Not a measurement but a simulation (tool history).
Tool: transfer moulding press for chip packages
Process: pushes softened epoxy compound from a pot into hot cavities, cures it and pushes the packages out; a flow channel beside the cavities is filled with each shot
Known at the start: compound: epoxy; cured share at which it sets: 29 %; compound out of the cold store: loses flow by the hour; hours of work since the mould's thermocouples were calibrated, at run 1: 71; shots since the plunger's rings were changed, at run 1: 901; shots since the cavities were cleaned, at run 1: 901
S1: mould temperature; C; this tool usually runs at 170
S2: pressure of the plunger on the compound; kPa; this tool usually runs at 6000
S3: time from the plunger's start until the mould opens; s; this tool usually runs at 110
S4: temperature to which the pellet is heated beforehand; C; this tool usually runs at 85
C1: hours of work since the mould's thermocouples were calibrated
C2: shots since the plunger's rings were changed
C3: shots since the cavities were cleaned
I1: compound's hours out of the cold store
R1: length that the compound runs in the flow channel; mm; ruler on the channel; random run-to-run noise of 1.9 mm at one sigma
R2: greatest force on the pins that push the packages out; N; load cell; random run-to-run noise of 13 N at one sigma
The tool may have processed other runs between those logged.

run	hour	S1	S2	S3	S4	C1	C2	C3	I1	R1	R2
1	0.0	170	6000	110	85	71	901	901	40.8	579	1238
# hour 12.8: cavities cleaned with cleaning compound and waxed
2	36.6	170	6000	110	85	98	1370	319	23.1	604	1084
3	77.3	170	5900	110	85	130	1915	864	43.6	566	1218
# hour 94.5: cavities cleaned with cleaning compound and waxed
4	113.4	170	5910	110	85	156	2377	253	46.7	558	940
5	159.0	170	6000	110	85	191	2986	862	11.8	614	1328
# hour 175.0: cavities cleaned with cleaning compound and waxed
6	187.2	170	6000	110	90	212	3344	163	18.0	604	872
7	209.2	170	5150	110	85	229	3638	457	38.8	525	1108
8	229.5	170	5150	110	85	244	3909	728	28.0	538	1249
9	252.6	170	5150	110	85	262	4218	1037	32.4	533	1273
# hour 256.3: cavities cleaned with cleaning compound and waxed
10	296.4	170	5150	110	85	295	4784	536	31.5	530	1188
# hour 337.4: cavities cleaned with cleaning compound and waxed
11	338.8	170	5150	110	85	326	5331	18	38.4	520	631
# hour 363.7: plunger's sealing rings changed
12	376.7	170	5150	110	85	353	173	491	43.1	532	1147
13	398.4	170	5150	110	85	370	464	782	31.6	550	1240
# hour 423.2: cavities cleaned with cleaning compound and waxed
14	437.3	170	6590	110	85	399	963	187	36.0	613	890
15	458.2	170	6590	110	85	415	1244	468	46.5	594	1083
16	490.4	176	6690	110	85	440	1675	899	14.6	640	991
# hour 504.4: cavities cleaned with cleaning compound and waxed
17	536.1	178	6270	110	87	474	2265	425	24.2	593	819
18	573.3	178	6270	110	87	502	2762	922	10.1	619	989
# hour 585.2: cavities cleaned with cleaning compound and waxed
19	617.1	170	7020	110	88	535	3328	427	45.1	600	1044
20	662.0	170	5910	104	85	569	3928	1027	37.7	562	1334
# hour 668.0: cavities cleaned with cleaning compound and waxed
21	705.6	175	6000	92	85	602	4491	502	31.1	567	1095
22	732.4	175	6000	92	85	622	4850	861	25.9	575	1218
# hour 744.5: mould's thermocouples calibrated
# hour 752.0: cavities cleaned with cleaning compound and waxed
23	757.7	168	7050	132	92	9	5141	75	43.3	610	650
24	778.8	172	5110	96	87	25	5424	358	20.4	537	1337
# hour 797.4: plunger's sealing rings changed
25	821.8	176	5430	110	85	56	326	899	18.1	573	1006
# hour 838.6: cavities cleaned with cleaning compound and waxed
26	848.8	170	6000	118	93	76	668	137	47.6	563	786
27	877.0	170	6000	131	87	98	1045	514	39.2	580	913

Predict each of these 5 candidate next runs independently; none follows another, all start after run 27:
A	908.3	170	4980	131	87	122	1464	933	15.2	?	?
B	908.3	163	5200	110	94	122	1464	933	26.9	?	?
C	908.3	170	6000	110	85	122	1464	933	39.9	?	?
D	908.3	170	6000	103	85	122	1464	933	26.7	?	?
E	908.3	170	6960	121	77	122	1464	933	18.4	?	?

run	R1	R2
A	561	1060
B	569	2145
C	577	1297
D	596	1454
E	657	1222
With no hidden state in the tool, these same runs would have given:
run	R1	R2
A	569	498
B	577	1009
C	585	612
D	604	684
E	666	575
